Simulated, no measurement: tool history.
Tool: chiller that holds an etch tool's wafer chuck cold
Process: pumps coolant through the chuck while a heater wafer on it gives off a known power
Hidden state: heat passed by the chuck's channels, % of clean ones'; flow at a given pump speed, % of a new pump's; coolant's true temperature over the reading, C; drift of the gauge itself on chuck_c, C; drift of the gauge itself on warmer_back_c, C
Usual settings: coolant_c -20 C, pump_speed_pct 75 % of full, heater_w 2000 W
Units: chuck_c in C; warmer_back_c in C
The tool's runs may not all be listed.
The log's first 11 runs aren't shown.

run	day	coolant_c	pump_speed_pct	heater_w	hours since the coolant was changed and the channels were flushed	hours since the pump was overhauled	hours since the chiller's thermometer was calibrated	chuck_c	warmer_back_c
12	11.817	-20	75	2000	4096	741	49	1.9	9.14
13	13.346	-20	75	2000	4132	778	86	1.9	9.19
14	14.650	-20	75	2000	4164	809	117	1.9	9.15
15	15.958	-20	75	1887	4195	841	149	0.6	8.68
16	17.021	-12	75	1887	4220	866	174	8.8	8.62
17	18.475	-12	75	1887	4255	901	209	8.7	8.64
18	20.038	-28	81	2634	4293	939	247	-1.1	11.08
19	20.850	-28	81	2634	4312	958	266	-0.9	10.98
20	22.371	-28	81	2634	4349	995	303	-1.1	11.02
21	23.379	-23	85	2564	4373	1019	327	1.9	10.18
22	24.908	-26	67	1673	4410	1056	364	-5.6	8.69
23	25.967	-26	67	1673	4435	1081	389	-5.6	8.71
24	26.829	-26	89	1673	4456	1102	410	-10.3	6.32
25	27.471	-26	89	1673	4471	1117	425	-10.4	6.34
26	28.750	-26	89	1673	4502	1148	456	-10.5	6.30
27	29.996	-27	72	2000	4532	1178	486	-4.1	9.50
28	31.558	-18	80	1071	4569	1215	523	-6.9	4.61
29	32.579	-18	88	1222	4594	1240	548	-6.6	4.66
30	33.275	-27	72	1416	4611	1256	564	-10.8	6.71
31	34.579	-12	71	2501	4642	1288	596	17.0	12.23
32	36.062	-12	71	2501	4677	1323	631	17.0	12.23

4 ways to go on from here, each from the tool as it stands after run 32. What would each give?
A	37.600	-26	71	1447	4714	1360	668	?	?
B	37.600	-10	96	2000	4714	1360	668	?	?
C	37.600	-12	79	1105	4714	1360	668	?	?
D	37.600	-19	73	1352	4714	1360	668	?	?

run	chuck_c	warmer_back_c
A	-9.2	7.08
B	7.5	6.91
C	-0.5	4.74
D	-3.8	6.35
Without the tool's hidden state the same runs would have given:
run	chuck_c	warmer_back_c
A	-9.3	7.08
B	7.5	6.91
C	-0.5	4.74
D	-3.8	6.35
